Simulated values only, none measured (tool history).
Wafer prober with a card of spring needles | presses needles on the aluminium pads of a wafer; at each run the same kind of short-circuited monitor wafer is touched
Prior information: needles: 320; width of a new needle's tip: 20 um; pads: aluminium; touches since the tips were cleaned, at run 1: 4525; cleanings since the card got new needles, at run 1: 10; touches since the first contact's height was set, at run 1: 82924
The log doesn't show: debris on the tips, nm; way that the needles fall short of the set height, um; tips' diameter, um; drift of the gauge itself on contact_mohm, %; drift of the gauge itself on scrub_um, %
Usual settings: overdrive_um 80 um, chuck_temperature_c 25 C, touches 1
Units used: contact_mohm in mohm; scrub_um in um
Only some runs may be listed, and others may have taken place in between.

run,hour,overdrive_um,chuck_temperature_c,touches,touches since the tips were cleaned,cleanings since the card got new needles,touches since the first contact's height was set,contact_mohm,scrub_um
1,0.0,80,25,1,4525,10,82924,224,15.66
# hour 8.7: tips cleaned on abrasive film
2,12.0,80,25,1,1112,11,86842,225,15.66
3,22.7,80,25,1,4605,11,90335,224,15.76
4,29.3,80,25,1,6774,11,92504,223,15.64
# hour 30.7: tips cleaned on abrasive film
5,35.3,80,25,1,1515,12,94452,227,15.71
6,40.5,80,25,1,3214,12,96151,223,15.74
# hour 53.0: tips cleaned on abrasive film
7,53.2,65,25,1,57,13,100279,228,12.73
8,59.0,65,25,1,1962,13,102184,227,12.89
9,65.9,65,25,1,4228,13,104450,228,12.90
10,73.3,71,47,1,6664,13,106886,232,14.03
# hour 75.1: tips cleaned on abrasive film
11,85.4,66,28,1,3365,14,110802,226,13.27
12,94.7,66,28,1,6409,14,113846,225,13.05
# hour 97.0: tips cleaned on abrasive film
13,106.2,66,28,1,3009,15,117601,231,13.14
14,112.9,80,25,3,5197,15,119789,228,15.99
# hour 119.4: tips cleaned on abrasive film
15,121.1,80,29,1,545,16,122440,222,15.86
16,126.6,66,31,3,2374,16,124269,229,13.15

How the hidden state differs across the entries between the runs, from the last listed run before each to the first after it:
From run 1 to run 2: tips cleaned on abrasive film (hour 8.7)
  debris on the tips, nm: 0.6 -> 0.3; drift of the gauge itself on scrub_um, %: 0 -> 0.16
  measured value less the no-hidden-state value, scrub_um: +0.00 -> +0.03 um
From run 4 to run 5: tips cleaned on abrasive film (hour 30.7)
  debris on the tips, nm: 0.6 -> 0.3; drift of the gauge itself on scrub_um, %: 0.4 -> 0.48
  measured value less the no-hidden-state value, scrub_um: +0.06 -> +0.07 um
From run 6 to run 7: tips cleaned on abrasive film (hour 53.0)
  debris on the tips, nm: 0.5 -> 0.1; drift of the gauge itself on scrub_um, %: 0.55 -> 0.72
  measured value less the no-hidden-state value, scrub_um: +0.08 -> +0.09 um
From run 10 to run 11: tips cleaned on abrasive film (hour 75.1)
  debris on the tips, nm: 0.6 -> 0.5; drift of the gauge itself on scrub_um, %: 1 -> 1.16
  measured value less the no-hidden-state value, scrub_um: +0.14 -> +0.15 um
From run 12 to run 13: tips cleaned on abrasive film (hour 97.0)
  debris on the tips, nm: 0.6 -> 0.5; drift of the gauge itself on scrub_um, %: 1.29 -> 1.45
  measured value less the no-hidden-state value, scrub_um: +0.16 -> +0.19 um
From run 14 to run 15: tips cleaned on abrasive film (hour 119.4)
  debris on the tips, nm: 0.6 -> 0.2; drift of the gauge itself on scrub_um, %: 1.54 -> 1.65
  measured value less the no-hidden-state value, scrub_um: +0.24 -> +0.26 um
